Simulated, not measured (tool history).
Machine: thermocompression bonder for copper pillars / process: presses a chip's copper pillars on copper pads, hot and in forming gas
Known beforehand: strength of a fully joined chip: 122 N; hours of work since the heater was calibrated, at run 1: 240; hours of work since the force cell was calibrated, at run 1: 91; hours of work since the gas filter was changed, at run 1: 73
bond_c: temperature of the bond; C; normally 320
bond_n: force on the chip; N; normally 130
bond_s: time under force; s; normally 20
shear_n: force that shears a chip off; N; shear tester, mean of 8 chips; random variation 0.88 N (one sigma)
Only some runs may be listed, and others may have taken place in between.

run    day  bond_c  bond_n  bond_s  hours of work since the heater was calibrated  hours of work since the force cell was calibrated  hours of work since the gas filter was changed  shear_n
  1      0     320     130      20                                            240                                                 91                                              73     68.7
  2  0.262     320     130      20                                            243                                                 94                                              76     69.3
  3  0.496     320     130      20                                            246                                                 97                                              78     68.4
  4  0.942     320      91      20                                            251                                                102                                              84     47.1
  5  1.354     320      91      46                                            256                                                107                                              88     64.9
  6  1.754     320      91      46                                            260                                                111                                              93     62.8
  7  1.996     320      91      46                                            263                                                114                                              96     64.4
  8    2.3     320     130      27                                            267                                                118                                              99     77.6
  9  2.708     320     130      27                                            271                                                122                                             104     76.1
 10  3.079     320     130      27                                            276                                                126                                             108     73.7
 11   3.35     320     130      27                                            279                                                130                                             111     76.3
 12  3.779     320     130      27                                            284                                                134                                             116       74
 13  4.217     320     130      27                                            289                                                140                                             121     74.1
 14  4.754     320     130      27                                            295                                                146                                             127     74.5
 15  5.158     320     130      27                                            299                                                150                                             132     75.5
 16  5.525     320     130      27                                            304                                                155                                             136     75.1
 17   5.95     320     130      27                                            309                                                159                                             141     74.2
 18  6.238     320     123      20                                            312                                                163                                             144     64.6
 19  6.475     320     123      20                                            315                                                165                                             147     65.9
 20  6.879     320     123      20                                            319                                                170                                             152     64.4

What does the tool deliver on the next run?
 21  7.262     297     149      11                                            324                                                175                                             156        ?

{"run 21": {"shear_n": 52.2}}
Take away the tool's hidden state, keep the run-to-run variation as it was, and the same run would have given shear_n 56.2 N.

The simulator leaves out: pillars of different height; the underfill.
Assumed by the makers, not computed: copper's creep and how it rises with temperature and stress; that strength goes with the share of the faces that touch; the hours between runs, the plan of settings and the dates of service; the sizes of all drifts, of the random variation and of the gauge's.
